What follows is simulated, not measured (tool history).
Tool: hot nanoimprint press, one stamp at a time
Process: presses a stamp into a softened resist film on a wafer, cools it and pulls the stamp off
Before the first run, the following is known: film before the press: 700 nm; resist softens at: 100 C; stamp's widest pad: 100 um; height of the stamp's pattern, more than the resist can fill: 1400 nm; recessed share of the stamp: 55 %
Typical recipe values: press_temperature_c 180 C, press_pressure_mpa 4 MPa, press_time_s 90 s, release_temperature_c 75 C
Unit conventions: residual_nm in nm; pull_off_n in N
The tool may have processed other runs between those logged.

run,hour,press_temperature_c,press_pressure_mpa,press_time_s,release_temperature_c,residual_nm,pull_off_n
1,0,180,4,90,75,338.9,144
2,14.2,180,4,90,75,338.6,147
3,23.4,180,4,90,75,338.3,156
4,35.8,180,4,90,75,338.8,155
5,53.7,180,4,90,75,338.9,155
6,68.8,180,4,90,75,338.7,158
7,80.5,180,4,90,75,338.3,160
8,93,180,4,90,75,338.8,164
9,101.3,180,4,90,75,338.2,159
10,120.1,180,4,90,75,338,164
11,131.3,187,4,90,75,290.1,170
12,139.7,187,4,90,75,289.8,171
# hour 143.8: plate thermocouple calibrated
13,151.3,187,4,90,75,286.9,172
14,165.2,180,4,127,75,296.6,165
15,174.5,175,4,127,75,335.2,172
16,182.7,175,4,127,75,334.7,171
17,191,173,3.3,71,62,455.2,192
# hour 207.7: plate thermocouple calibrated, once more
18,212.6,183,3.97,102,64,308,205
19,220.9,186,3.17,68,64,370.2,191
20,232.7,186,3.17,68,64,370.2,198
21,247.2,186,3.17,68,64,369.7,195
22,263.5,177,2.77,57,83,485.7,177
23,277.5,170,2.49,57,67,559.2,194
24,287.4,180,3.76,62,75,398.5,196
# hour 303.8: stamp cleaned and given a new release coat
25,309.1,180,4,71,75,370.9,114
26,327.5,169,3.34,90,79,471.5,112
27,344.9,169,3.34,90,79,471.6,117
28,354,172,6.35,46,82,413.8,116
29,367.6,180,4,90,76,343,120
30,386.5,180,4,90,76,342.9,124
31,404.2,183,6.06,178,75,199.6,127

What if the next run were any one of these 3? Each begins from the tool's condition after run 31:
A,420.7,183,6.06,178,78,?,?
B,420.7,180,4.3,90,75,?,?
C,420.7,190,4,102,76,?,?

run,residual_nm,pull_off_n
A,199.7,131
B,330.8,133
C,262.8,131
With the hidden condition removed and each run's random variation left untouched, the same runs would have given:
run,residual_nm,pull_off_n
A,198.4,113
B,330.1,116
C,262.1,114

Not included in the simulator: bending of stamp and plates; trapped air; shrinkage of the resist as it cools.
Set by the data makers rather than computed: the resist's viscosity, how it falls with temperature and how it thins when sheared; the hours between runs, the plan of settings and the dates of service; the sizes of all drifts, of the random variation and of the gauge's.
